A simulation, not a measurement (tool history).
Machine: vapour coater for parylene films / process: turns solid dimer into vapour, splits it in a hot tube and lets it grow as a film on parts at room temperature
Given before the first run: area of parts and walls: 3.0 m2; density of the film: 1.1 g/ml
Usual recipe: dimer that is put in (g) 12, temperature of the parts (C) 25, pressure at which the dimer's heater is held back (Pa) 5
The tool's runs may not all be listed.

| run | day | dimer that is put in (g) | temperature of the parts (C) | pressure at which the dimer's heater is held back (Pa) | thickness of the film (nm) |
|---|---|---|---|---|---|
| 1 | 0 | 12 | 25 | 5 | 2760 |
| 2 | 0.621 | 12 | 29 | 5 | 2390 |
| 3 | 1.308 | 21 | 25 | 5 | 4850 |
| 4 | 2.254 | 21 | 25 | 5 | 4760 |
| 5 | 3.038 | 21 | 25 | 5 | 4830 |
| 6 | 4.017 | 21 | 25 | 5 | 4790 |
| 7 | 4.825 | 21 | 25 | 3.41 | 5250 |
|  | 5.321 | trap's valve overhauled |
| 8 | 5.783 | 21 | 25 | 3.41 | 5250 |
| 9 | 6.892 | 21 | 25 | 5.93 | 4610 |
| 10 | 7.471 | 15 | 26 | 5 | 3310 |
| 11 | 8.625 | 7 | 20 | 2.25 | 2080 |
| 12 | 9.612 | 7 | 20 | 2.25 | 2090 |
| 13 | 10.421 | 7 | 20 | 2.25 | 2080 |
| 14 | 11.471 | 7 | 20 | 2.25 | 2070 |
| 15 | 12.483 | 7 | 30 | 5 | 1350 |

What if the next run were any one of these 4? Each begins from the tool's condition after run 15:
| A | 13.317 | 18 | 28 | 10.79 | ? |
| B | 13.317 | 7 | 30 | 3.46 | ? |
| C | 13.317 | 7 | 30 | 2.81 | ? |
| D | 13.317 | 7 | 17 | 5.26 | ? |

| run | thickness of the film (nm) |
|---|---|
| A | 3110 |
| B | 1430 |
| C | 1530 |
| D | 2080 |
Without the tool's hidden state the same runs would have given:
| run | thickness of the film (nm) |
|---|---|
| A | 3120 |
| B | 1440 |
| C | 1540 |
| D | 2080 |
